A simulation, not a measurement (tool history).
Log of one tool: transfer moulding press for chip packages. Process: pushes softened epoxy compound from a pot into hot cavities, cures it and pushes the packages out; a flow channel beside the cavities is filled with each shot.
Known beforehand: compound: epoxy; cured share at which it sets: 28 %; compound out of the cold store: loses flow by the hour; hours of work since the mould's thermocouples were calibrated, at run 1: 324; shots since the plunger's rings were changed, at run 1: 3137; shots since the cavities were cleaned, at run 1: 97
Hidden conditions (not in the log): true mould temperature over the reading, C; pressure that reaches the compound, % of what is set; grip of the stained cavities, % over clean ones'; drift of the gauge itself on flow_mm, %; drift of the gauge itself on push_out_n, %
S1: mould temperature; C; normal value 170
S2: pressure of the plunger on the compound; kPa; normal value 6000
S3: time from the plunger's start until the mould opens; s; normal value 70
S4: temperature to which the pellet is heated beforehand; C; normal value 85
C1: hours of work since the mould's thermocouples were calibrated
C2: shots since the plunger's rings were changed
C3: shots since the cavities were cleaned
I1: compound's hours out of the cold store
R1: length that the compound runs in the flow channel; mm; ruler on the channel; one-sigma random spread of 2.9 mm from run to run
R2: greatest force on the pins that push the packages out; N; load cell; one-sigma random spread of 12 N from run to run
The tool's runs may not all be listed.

run,hour,S1,S2,S3,S4,C1,C2,C3,I1,R1,R2
1,0.0,170,6000,70,85,324,3137,97,42.4,820,653
2,8.8,163,6000,70,85,331,3279,239,29.2,886,1149
3,15.3,170,6000,70,81,336,3384,344,22.5,884,775
# hour 26.0: cavities cleaned with cleaning compound and waxed
4,26.3,170,6000,70,81,343,3536,5,10.8,923,595
# hour 31.5: plunger's sealing rings changed
5,38.8,170,6000,70,81,350,118,167,39.8,862,697
6,50.5,170,6000,59,85,359,305,354,8.6,965,1151
# hour 60.8: cavities cleaned with cleaning compound and waxed
7,60.8,170,6000,70,76,366,446,0,42.5,853,592
8,66.9,170,6000,70,76,371,545,99,29.3,890,653
9,77.0,170,6000,70,76,378,708,262,10.9,957,752
10,90.6,170,6000,70,92,389,927,481,15.7,935,809
# hour 92.7: cavities cleaned with cleaning compound and waxed
11,103.5,170,6000,70,92,397,1110,174,14.1,932,661
# hour 106.3: mould's thermocouples calibrated
12,116.3,170,6000,70,85,8,1283,347,31.9,874,752
# hour 127.0: cavities cleaned with cleaning compound and waxed
13,127.0,170,6000,70,77,15,1432,0,14.3,938,581
14,135.2,170,6000,70,83,21,1563,131,47.5,821,641
15,142.7,170,6000,58,95,27,1684,252,22.2,901,1017
16,149.0,170,6000,101,95,31,1786,354,34.1,861,604
# hour 159.3: cavities cleaned with cleaning compound and waxed
17,161.3,177,5990,58,80,40,1959,32,46.1,807,577
# hour 173.6: mould's thermocouples calibrated, once more
18,173.8,177,5990,58,80,0,2128,201,27.4,862,688
19,184.5,177,5990,58,80,8,2300,373,32.1,843,767

Expected results for the next run?
# hour 193.7: cavities cleaned with cleaning compound and waxed
20,194.1,177,5960,55,80,14,2430,6,24.3,?,?

R1: 867 mm
R2: 640 N
Take away the tool's hidden state, keep the run-to-run variation as it was, and the same run would have given R1 895 mm, R2 636 N.
